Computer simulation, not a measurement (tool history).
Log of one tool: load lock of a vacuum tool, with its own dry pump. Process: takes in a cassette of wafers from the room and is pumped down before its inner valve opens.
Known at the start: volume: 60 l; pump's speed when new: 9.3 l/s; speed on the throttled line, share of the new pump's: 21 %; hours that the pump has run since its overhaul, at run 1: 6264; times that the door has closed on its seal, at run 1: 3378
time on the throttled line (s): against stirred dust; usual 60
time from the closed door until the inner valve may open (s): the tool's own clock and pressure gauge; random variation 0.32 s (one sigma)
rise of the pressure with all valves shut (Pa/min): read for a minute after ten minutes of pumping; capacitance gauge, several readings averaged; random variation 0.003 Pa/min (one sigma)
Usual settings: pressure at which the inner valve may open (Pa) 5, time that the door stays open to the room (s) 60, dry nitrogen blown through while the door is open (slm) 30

run      day  time on the throttled line (s)  pressure at which the inner valve may open (Pa)  time that the door stays open to the room (s)  dry nitrogen blown through while the door is open (slm)  hours that the pump has run since its overhaul  times that the door has closed on its seal  incoming humidity of the room's air, %  time from the closed door until the inner valve may open (s)  rise of the pressure with all valves shut (Pa/min)
  1    0.000                              60                                                5                                             60                                                       30                                            6264                                        3378                                    47.2                                                         112.0                                               0.016
  2    3.946                              91                                                5                                             60                                                       30                                            6358                                        3566                                    41.0                                                         136.5                                               0.016
  3    6.867                              60                                                5                                             60                                                       30                                            6428                                        3704                                    42.6                                                         112.4                                               0.017
  4   10.338                              60                                                5                                             60                                                       30                                            6512                                        3869                                    42.5                                                         112.1                                               0.012
  5   14.421                              60                                                7                                             60                                                       30                                            6610                                        4063                                    40.9                                                         109.4                                               0.013
  6   17.096                              60                                                5                                             60                                                       30                                            6674                                        4190                                    46.5                                                         112.1                                               0.019
  7   19.992                              60                                                5                                             60                                                       30                                            6743                                        4328                                    44.6                                                         112.4                                               0.015
  8   23.692                              60                                                5                                             60                                                       30                                            6832                                        4504                                    46.1                                                         112.1                                               0.010
  9   27.500                              60                                                5                                             60                                                       30                                            6924                                        4684                                    44.7                                                         111.6                                               0.013
 10   30.517                              60                                                5                                             97                                                       30                                            6996                                        4828                                    43.6                                                         112.3                                               0.024
 11   34.683                              60                                                5                                             97                                                       30                                            7096                                        5026                                    44.8                                                         112.0                                               0.014
 12   37.867                              60                                                5                                             97                                                       30                                            7172                                        5177                                    43.7                                                         111.8                                               0.021
 13   41.917                              60                                                5                                             60                                                       30                                            7270                                        5369                                    45.8                                                         112.1                                               0.019
 14   44.696                              60                                                5                                             60                                                       30                                            7336                                        5501                                    46.1                                                         111.3                                               0.014
 15   48.192                              60                                                5                                             60                                                       30                                            7420                                        5668                                    48.5                                                         112.1                                               0.012
 16   50.217                              60                                                5                                             60                                                       30                                            7469                                        5764                                    47.5                                                         111.5                                               0.014
 17   54.546                              60                                                5                                             60                                                       35                                            7573                                        5969                                    48.1                                                         111.8                                               0.015
 18   57.962                              60                                                5                                             60                                                       35                                            7655                                        6132                                    43.9                                                         112.4                                               0.013
 19   62.296                              60                                                5                                             60                                                       35                                            7759                                        6338                                    44.3                                                         112.5                                               0.020
 20   64.875                              60                                                8                                             30                                                       24                                            7821                                        6460                                    43.8                                                         109.0                                               0.011
 21   68.379                             106                                                6                                            149                                                       13                                            7905                                        6626                                    45.7                                                         146.6                                               0.032
 22   71.408                             106                                                6                                            149                                                       13                                            7977                                        6770                                    44.1                                                         147.3                                               0.033
 23   75.758                              37                                                5                                             81                                                       30                                            8082                                        6977                                    46.1                                                          94.0                                               0.016
 24   78.738                              37                                                5                                             81                                                       30                                            8153                                        7118                                    42.8                                                          93.9                                               0.018
 25   81.171                              57                                               10                                             60                                                       19                                            8212                                        7234                                    44.2                                                         104.8                                               0.023
 26   85.362                              81                                               10                                             60                                                        6                                            8312                                        7433                                    41.0                                                         123.6                                               0.029
 27   87.750                              43                                                7                                            140                                                       39                                            8370                                        7547                                    44.1                                                          96.0                                               0.014
 28   92.112                              43                                                7                                            140                                                       39                                            8474                                        7754                                    44.5                                                          95.7                                               0.015
 29   94.850                              44                                                5                                             60                                                       13                                            8540                                        7884                                    42.0                                                          98.9                                               0.022
 30   96.967                              36                                                4                                             27                                                       18                                            8591                                        7985                                    44.4                                                          94.4                                               0.015
 31  100.396                              36                                                4                                             27                                                       18                                            8673                                        8147                                    48.0                                                          94.6                                               0.014
 32  102.467                              36                                                4                                             27                                                        9                                            8723                                        8246                                    42.0                                                          94.3                                               0.019
 33  105.738                              33                                                4                                             60                                                       30                                            8801                                        8401                                    42.8                                                          92.4                                               0.009
 34  109.438                              60                                                4                                             60                                                        8                                            8890                                        8577                                    42.4                                                         113.3                                               0.028
 35  113.262                              60                                                5                                            162                                                       10                                            8982                                        8759                                    46.6                                                         112.1                                               0.035
 36  115.325                              80                                                7                                             60                                                        9                                            9031                                        8857                                    41.8                                                         124.9                                               0.031
 37  119.400                              80                                                7                                             60                                                        9                                            9129                                        9050                                    44.9                                                         125.4                                               0.034
 38  121.733                              80                                                7                                             60                                                        9                                            9185                                        9161                                    44.3                                                         124.8                                               0.025

Forecast each of these 3 alternatives for the next run:
  A  125.062                              80                                                8                                             50                                                        9                                            9265                                        9319                                    46.6                                                             ?                                                   ?
  B  125.062                              54                                                6                                             60                                                       38                                            9265                                        9319                                    48.4                                                             ?                                                   ?
  C  125.062                              72                                                5                                             78                                                       30                                            9265                                        9319                                    41.8                                                             ?                                                   ?

run  time from the closed door until the inner valve may open (s)  rise of the pressure with all valves shut (Pa/min)
  A                                                         124.9                                               0.028
  B                                                         106.0                                               0.015
  C                                                         121.2                                               0.015
Without the tool's hidden state the same runs would have given:
run  time from the closed door until the inner valve may open (s)  rise of the pressure with all valves shut (Pa/min)
  A                                                         124.9                                               0.028
  B                                                         106.0                                               0.015
  C                                                         121.2                                               0.015
